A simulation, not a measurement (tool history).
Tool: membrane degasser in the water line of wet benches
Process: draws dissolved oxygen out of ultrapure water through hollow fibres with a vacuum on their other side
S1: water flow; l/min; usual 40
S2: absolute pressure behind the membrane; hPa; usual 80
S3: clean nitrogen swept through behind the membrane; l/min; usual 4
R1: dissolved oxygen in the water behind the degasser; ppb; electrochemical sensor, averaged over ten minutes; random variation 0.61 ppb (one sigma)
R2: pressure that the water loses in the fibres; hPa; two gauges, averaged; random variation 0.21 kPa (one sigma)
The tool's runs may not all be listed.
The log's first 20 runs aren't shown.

run 21 hour=660.4 | S1=26 S2=138.6 S3=4 | R1=167.8 R2=314.4
run 22 hour=709 | S1=40 S2=103.7 S3=1.6 | R1=380.1 R2=480.2
run 23 hour=739.5 | S1=34 S2=103.7 S3=1.72 | R1=311.8 R2=414.3
run 24 hour=760.6 | S1=25 S2=60.2 S3=1.72 | R1=94.9 R2=299.4
run 25 hour=796 | S1=25 S2=95.9 S3=1.72 | R1=211.1 R2=300.9
run 26 hour=829.2 | S1=30 S2=95.9 S3=11.77 | R1=42.1 R2=360.2
run 27 hour=870.9 | S1=30 S2=128.7 S3=11.77 | R1=63.2 R2=361
run 28 hour=900.2 | S1=30 S2=128.7 S3=11.77 | R1=62.8 R2=358.5
run 29 hour=937.6 | S1=26 S2=51.8 S3=4.28 | R1=29.9 R2=314
run 30 hour=971.9 | S1=54 S2=80 S3=10.42 | R1=108.5 R2=651.8
run 31 hour=1011.5 | S1=54 S2=80 S3=10.42 | R1=107.2 R2=653.4

4 ways to go on from here, each from the tool as it stands after run 31. What would each give?
run A hour=1047 | S1=40 S2=97.8 S3=4.84 | R1=? R2=?
run B hour=1047 | S1=54 S2=80 S3=2.02 | R1=? R2=?
run C hour=1047 | S1=27 S2=80 S3=10.42 | R1=? R2=?
run D hour=1047 | S1=44 S2=91.4 S3=4 | R1=? R2=?

run=A R1=140.1 R2=482.4
run=B R1=314.7 R2=649.2
run=C R1=31.6 R2=324.2
run=D R1=167.8 R2=529.9
Without the tool's hidden state the same runs would have given:
run=A R1=137.8 R2=474.5
run=B R1=310.8 R2=638.5
run=C R1=31 R2=318.9
run=D R1=165 R2=521.2
